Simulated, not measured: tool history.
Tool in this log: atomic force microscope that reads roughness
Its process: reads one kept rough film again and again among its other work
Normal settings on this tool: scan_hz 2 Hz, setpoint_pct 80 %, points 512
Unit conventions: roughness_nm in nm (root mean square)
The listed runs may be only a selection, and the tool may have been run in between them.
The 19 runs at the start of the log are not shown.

run	hour	scan_hz	setpoint_pct	points	roughness_nm
20	136.6	2	80	591	1.298
21	146.4	2	80	512	1.27
22	151.7	0.92	85	585	1.336
23	157.8	0.82	76	524	1.377
24	162.9	0.82	76	524	1.355
25	168	0.82	76	524	1.336
26	175.3	1.14	80	913	1.272
27	180.4	1.14	80	913	1.257
28	185.3	1.14	80	758	1.246
29	192.3	0.54	62	512	1.323
30	198.7	1	78	512	1.221
31	208.5	1	78	512	1.196
32	215.3	1	78	512	1.182
33	221.3	0.76	83	512	1.173
34	225.6	2	72	530	1.12
35	234.6	2	72	530	1.096
36	240	2	57	575	1.172
# hour 241.2: new tip fitted
37	250.9	0.79	73	512	1.707
38	260.4	1.61	85	512	1.473
39	270.7	1.61	88	512	1.396
40	280.5	0.68	80	591	1.573
41	289.6	3.58	80	591	1.228

Each row is a separate what-if for the run after 41, all from the same tool condition, not one after another. Results?
A	294.1	1.64	80	411	?
B	294.1	0.6	61	356	?
C	294.1	1.44	70	347	?

run	roughness_nm
A	1.401
B	1.568
C	1.484
Take away the tool's hidden state, keep each run's random variation, and the runs would have read:
run	roughness_nm
A	1.635
B	1.831
C	1.732
